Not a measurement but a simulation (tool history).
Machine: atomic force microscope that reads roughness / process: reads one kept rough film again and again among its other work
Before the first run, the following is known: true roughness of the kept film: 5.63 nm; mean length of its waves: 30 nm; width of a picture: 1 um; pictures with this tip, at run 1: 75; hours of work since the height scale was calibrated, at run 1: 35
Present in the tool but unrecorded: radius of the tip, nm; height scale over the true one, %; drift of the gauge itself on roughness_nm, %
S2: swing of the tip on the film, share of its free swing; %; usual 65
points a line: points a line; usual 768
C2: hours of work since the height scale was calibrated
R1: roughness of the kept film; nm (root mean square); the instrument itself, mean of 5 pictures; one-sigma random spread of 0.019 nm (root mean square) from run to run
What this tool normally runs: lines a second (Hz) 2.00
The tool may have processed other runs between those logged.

run 1 hour=0.0 | lines_a_second_(Hz)=2.00 S2=65 points_a_line=768 | pictures_with_this_tip=75 C2=35 | R1=4.235
run 2 hour=17.3 | lines_a_second_(Hz)=2.00 S2=57 points_a_line=768 | pictures_with_this_tip=98 C2=46 | R1=4.161
run 3 hour=33.4 | lines_a_second_(Hz)=2.00 S2=57 points_a_line=768 | pictures_with_this_tip=120 C2=56 | R1=4.087
run 4 hour=49.6 | lines_a_second_(Hz)=2.00 S2=57 points_a_line=768 | pictures_with_this_tip=143 C2=67 | R1=3.977
run 5 hour=66.1 | lines_a_second_(Hz)=2.00 S2=65 points_a_line=768 | pictures_with_this_tip=165 C2=77 | R1=3.825
run 6 hour=85.0 | lines_a_second_(Hz)=2.00 S2=65 points_a_line=768 | pictures_with_this_tip=191 C2=90 | R1=3.730
run 7 hour=95.3 | lines_a_second_(Hz)=2.00 S2=65 points_a_line=768 | pictures_with_this_tip=205 C2=96 | R1=3.679
run 8 hour=111.6 | lines_a_second_(Hz)=2.00 S2=65 points_a_line=768 | pictures_with_this_tip=227 C2=107 | R1=3.565
run 9 hour=122.2 | lines_a_second_(Hz)=2.00 S2=65 points_a_line=768 | pictures_with_this_tip=242 C2=113 | R1=3.536
run 10 hour=137.1 | lines_a_second_(Hz)=2.11 S2=65 points_a_line=768 | pictures_with_this_tip=262 C2=123 | R1=3.453
run 11 hour=146.4 | lines_a_second_(Hz)=2.11 S2=65 points_a_line=768 | pictures_with_this_tip=275 C2=129 | R1=3.404
run 12 hour=156.6 | lines_a_second_(Hz)=2.11 S2=65 points_a_line=768 | pictures_with_this_tip=289 C2=135 | R1=3.346
run 13 hour=167.0 | lines_a_second_(Hz)=2.00 S2=65 points_a_line=468 | pictures_with_this_tip=303 C2=142 | R1=3.343
-- hour=170.5 new tip fitted
run 14 hour=180.8 | lines_a_second_(Hz)=2.00 S2=65 points_a_line=468 | pictures_with_this_tip=14 C2=151 | R1=4.490
run 15 hour=190.9 | lines_a_second_(Hz)=2.00 S2=65 points_a_line=879 | pictures_with_this_tip=28 C2=157 | R1=4.450
run 16 hour=201.1 | lines_a_second_(Hz)=2.00 S2=65 points_a_line=449 | pictures_with_this_tip=42 C2=164 | R1=4.374
run 17 hour=212.2 | lines_a_second_(Hz)=3.19 S2=60 points_a_line=1019 | pictures_with_this_tip=57 C2=171 | R1=4.295
run 18 hour=230.2 | lines_a_second_(Hz)=2.53 S2=76 points_a_line=1019 | pictures_with_this_tip=82 C2=182 | R1=3.990
-- hour=232.2 height scale calibrated on a step standard
run 19 hour=245.8 | lines_a_second_(Hz)=0.84 S2=64 points_a_line=697 | pictures_with_this_tip=102 C2=9 | R1=4.174
run 20 hour=257.0 | lines_a_second_(Hz)=0.84 S2=64 points_a_line=697 | pictures_with_this_tip=117 C2=16 | R1=4.069
run 21 hour=277.0 | lines_a_second_(Hz)=2.00 S2=69 points_a_line=984 | pictures_with_this_tip=144 C2=29 | R1=3.841
-- hour=286.8 height scale calibrated on a step standard, once more
run 22 hour=295.3 | lines_a_second_(Hz)=2.00 S2=69 points_a_line=984 | pictures_with_this_tip=168 C2=5 | R1=3.782
run 23 hour=310.4 | lines_a_second_(Hz)=2.00 S2=65 points_a_line=400 | pictures_with_this_tip=188 C2=15 | R1=3.669
run 24 hour=327.7 | lines_a_second_(Hz)=1.94 S2=58 points_a_line=995 | pictures_with_this_tip=212 C2=26 | R1=3.681
run 25 hour=346.0 | lines_a_second_(Hz)=1.65 S2=80 points_a_line=506 | pictures_with_this_tip=237 C2=38 | R1=3.433
run 26 hour=359.0 | lines_a_second_(Hz)=0.70 S2=79 points_a_line=313 | pictures_with_this_tip=255 C2=46 | R1=3.453
run 27 hour=374.9 | lines_a_second_(Hz)=1.34 S2=70 points_a_line=703 | pictures_with_this_tip=277 C2=56 | R1=3.406
run 28 hour=394.2 | lines_a_second_(Hz)=1.34 S2=70 points_a_line=669 | pictures_with_this_tip=303 C2=69 | R1=3.306
-- hour=398.0 new tip fitted
run 29 hour=404.5 | lines_a_second_(Hz)=0.60 S2=67 points_a_line=714 | pictures_with_this_tip=9 C2=75 | R1=4.663
run 30 hour=422.1 | lines_a_second_(Hz)=0.60 S2=67 points_a_line=714 | pictures_with_this_tip=33 C2=86 | R1=4.493
run 31 hour=437.7 | lines_a_second_(Hz)=2.27 S2=60 points_a_line=308 | pictures_with_this_tip=55 C2=96 | R1=4.258

Pick out some run-to-run changes in R1. Of each, how much would a tool without hidden state show as well, from the settings, what came in and chance, and how much is left for the hidden state and any gauge scatter not in both results compared?
Run 13 -> 14: new tip fitted. R1 +1.147 nm (root mean square): hidden state +1.196, all else -0.049.
Run 17 -> 18: lines a second (Hz) 3.19 -> 2.53, S2 60 -> 76. R1 -0.305 nm (root mean square): hidden state -0.109, all else -0.196.
Run 28 -> 29: lines a second (Hz) 1.34 -> 0.60, S2 70 -> 67, points a line 669 -> 714, new tip fitted. R1 +1.357 nm (root mean square): hidden state +1.226, all else +0.131.
Run 29 -> 30: no setting changed, nothing entered. R1 -0.170 nm (root mean square): hidden state -0.138, all else -0.032.
